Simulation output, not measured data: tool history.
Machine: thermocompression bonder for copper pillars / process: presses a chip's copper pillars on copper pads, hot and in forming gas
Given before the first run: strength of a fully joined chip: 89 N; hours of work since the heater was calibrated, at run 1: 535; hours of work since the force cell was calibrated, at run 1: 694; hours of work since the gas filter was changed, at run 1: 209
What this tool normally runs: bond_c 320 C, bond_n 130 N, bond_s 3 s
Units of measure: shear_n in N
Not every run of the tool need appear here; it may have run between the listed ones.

run,hour,bond_c,bond_n,bond_s,hours of work since the heater was calibrated,hours of work since the force cell was calibrated,hours of work since the gas filter was changed,shear_n
1,0,320,130,3,535,694,209,51.8
2,36.5,320,130,3,551,710,224,52
3,79.5,320,130,3,569,729,243,51.9
4,106.7,320,130,3,581,740,255,52.2
5,150.5,320,130,3,600,759,274,51.9
# hour 174.3: force cell calibrated
6,180.2,320,130,3,612,3,286,52.2
7,213,320,130,3,626,17,300,52.1
8,233.3,320,130,6,635,25,309,63.4
# hour 271: forming gas filter changed
9,271,320,130,6,651,41,0,63.1
10,305.2,320,130,6,666,56,15,63.6
11,326,320,130,6,675,65,24,63.9
12,360.7,320,130,6,690,80,39,63.9
13,392.6,320,130,6,704,94,52,63.6
14,435.8,320,130,5,722,113,71,60.7
15,457.4,330,130,7,732,122,80,70.3
16,478.9,331,139,2,741,131,90,54
17,508.6,305,147,2,754,144,102,45
18,533.7,304,147,7,764,155,113,64.8
19,566.7,308,89,3,779,169,128,31
20,592.5,349,88,7,790,180,139,60
21,639.4,305,79,3,810,200,159,25.8
22,674.5,320,123,3,825,215,174,50.2
23,714.7,320,123,3,843,233,191,50
24,757.4,345,114,2,861,251,210,50.7
25,776.5,320,84,6,869,259,218,43.1
26,809.5,324,165,6,883,274,232,76
27,840.2,324,165,6,897,287,245,76.3
28,866.3,324,165,6,908,298,257,76.6

Branching from run 28: 5 alternative next runs. What would each branch give?
A,907.1,299,85,7,925,316,274,?
B,907.1,335,165,6,925,316,274,?
C,907.1,347,163,4,925,316,274,?
D,907.1,317,165,7,925,316,274,?
E,907.1,341,165,6,925,316,274,?

run,shear_n
A,37.1
B,80.1
C,78.8
D,76.4
E,81.8
Take away the tool's hidden state, keep each run's random variation, and the runs would have read:
run,shear_n
A,36.3
B,78.6
C,77.2
D,74.9
E,80.3
